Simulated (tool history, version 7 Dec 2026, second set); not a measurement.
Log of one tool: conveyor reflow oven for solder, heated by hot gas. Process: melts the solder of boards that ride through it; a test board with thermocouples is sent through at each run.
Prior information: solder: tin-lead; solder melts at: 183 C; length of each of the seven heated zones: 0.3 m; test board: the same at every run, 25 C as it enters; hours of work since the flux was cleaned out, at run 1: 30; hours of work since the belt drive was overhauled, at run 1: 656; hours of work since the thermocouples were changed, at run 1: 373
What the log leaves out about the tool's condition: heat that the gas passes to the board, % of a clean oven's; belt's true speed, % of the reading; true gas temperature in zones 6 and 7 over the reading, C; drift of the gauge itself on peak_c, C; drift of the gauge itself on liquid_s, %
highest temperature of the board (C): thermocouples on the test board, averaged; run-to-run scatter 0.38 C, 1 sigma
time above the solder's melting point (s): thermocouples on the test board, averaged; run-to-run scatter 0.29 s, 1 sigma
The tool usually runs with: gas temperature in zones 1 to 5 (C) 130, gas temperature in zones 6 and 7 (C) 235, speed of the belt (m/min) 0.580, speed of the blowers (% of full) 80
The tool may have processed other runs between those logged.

run   hour  gas temperature in zones 1 to 5 (C)  gas temperature in zones 6 and 7 (C)  speed of the belt (m/min)  speed of the blowers (% of full)  hours of work since the flux was cleaned out  hours of work since the belt drive was overhauled  hours of work since the thermocouples were changed  highest temperature of the board (C)  time above the solder's melting point (s)
  1    0.0                                  130                                   235                      0.580                                80                                            30                                                656                                                 373                                 215.9                                       43.3
  2   13.9                                  130                                   235                      0.542                                80                                            40                                                667                                                 384                                 218.4                                       48.8
  3   20.1                                  130                                   235                      0.542                                80                                            45                                                671                                                 388                                 218.7                                       48.7
  4   30.4                                  130                                   235                      0.542                                80                                            53                                                679                                                 396                                 218.1                                       48.4
  5   40.9                                  130                                   235                      0.542                                80                                            60                                                687                                                 404                                 218.7                                       49.3
  6   48.5                                  130                                   235                      0.542                                80                                            66                                                692                                                 409                                 218.4                                       48.8
  7   58.0                                  130                                   235                      0.542                                80                                            73                                                700                                                 416                                 218.4                                       48.6
  8   70.8                                  130                                   235                      0.670                                80                                            83                                                709                                                 426                                 209.6                                       32.9
  9   85.6                                  130                                   235                      0.670                                80                                            94                                                720                                                 437                                 209.4                                       33.1
 10   95.1                                  130                                   230                      0.580                                80                                           101                                                727                                                 444                                 211.6                                       40.5
     100.9  -- flux residue cleaned out of gas plates and filters
 11  109.8                                  130                                   230                      0.580                                80                                             7                                                734                                                 451                                 211.2                                       40.2
 12  122.6                                  130                                   230                      0.580                                80                                            16                                                744                                                 461                                 211.1                                       40.5
 13  135.3                                  130                                   235                      0.606                                80                                            26                                                753                                                 470                                 213.9                                       39.7
 14  146.1                                  130                                   235                      0.606                                80                                            34                                                761                                                 478                                 213.4                                       39.7
 15  155.1                                  130                                   235                      0.606                                80                                            40                                                768                                                 485                                 214.1                                       39.6
 16  164.7                                  130                                   235                      0.606                                80                                            48                                                775                                                 492                                 213.1                                       40.0
 17  172.1                                  130                                   235                      0.606                                80                                            53                                                781                                                 498                                 213.3                                       39.8
 18  180.1                                  125                                   236                      0.604                                66                                            59                                                787                                                 504                                 209.6                                       35.2
     191.2  -- flux residue cleaned out of gas plates and filters, once more
 19  199.0                                  125                                   236                      0.604                                66                                             6                                                797                                                 514                                 210.5                                       36.0
 20  211.9                                  125                                   228                      0.650                                66                                            15                                                807                                                 524                                 200.8                                       24.7
 21  222.1                                  123                                   228                      0.494                                66                                            23                                                814                                                 531                                 211.0                                       45.6
 22  232.9                                  126                                   235                      0.580                                54                                            31                                                822                                                 539                                 207.0                                       35.0
 23  245.3                                  136                                   237                      0.482                                64                                            40                                                832                                                 549                                 220.9                                       59.2
 24  257.1                                  136                                   237                      0.468                                64                                            49                                                840                                                 557                                 223.1                                       62.1
 25  267.7                                  136                                   237                      0.468                                64                                            57                                                848                                                 565                                 221.9                                       61.8
 26  278.1                                  139                                   229                      0.468                                64                                            65                                                856                                                 573                                 216.4                                       58.6
     293.6  -- belt drive overhauled, speed set with a stopwatch
 27  294.3                                  126                                   235                      0.530                                80                                            74                                                  1                                                 582                                 218.0                                       47.7
 28  305.5                                  142                                   243                      0.510                                76                                            82                                                  9                                                 590                                 228.6                                       60.4
 29  316.2                                  141                                   243                      0.510                                76                                            90                                                 17                                                 598                                 227.6                                       60.2
 30  326.4                                  127                                   235                      0.580                                88                                            98                                                 24                                                 606                                 216.4                                       42.1
 31  333.7                                  127                                   235                      0.580                                88                                           103                                                 30                                                 611                                 217.0                                       42.3

3 options for the next run, each taken on its own from the tool as it stands now. Forecast them:
  A  348.2                                  121                                   235                      0.580                                80                                           114                                                 41                                                 622                                     ?                                          ?
  B  348.2                                  130                                   247                      0.530                                80                                           114                                                 41                                                 622                                     ?                                          ?
  C  348.2                                  119                                   235                      0.570                                80                                           114                                                 41                                                 622                                     ?                                          ?

run  highest temperature of the board (C)  time above the solder's melting point (s)
  A                                 213.6                                       38.0
  B                                 227.9                                       55.6
  C                                 213.4                                       39.1
With no hidden state in the tool, these same runs would have given:
run  highest temperature of the board (C)  time above the solder's melting point (s)
  A                                 212.4                                       37.2
  B                                 226.5                                       54.8
  C                                 212.2                                       38.3
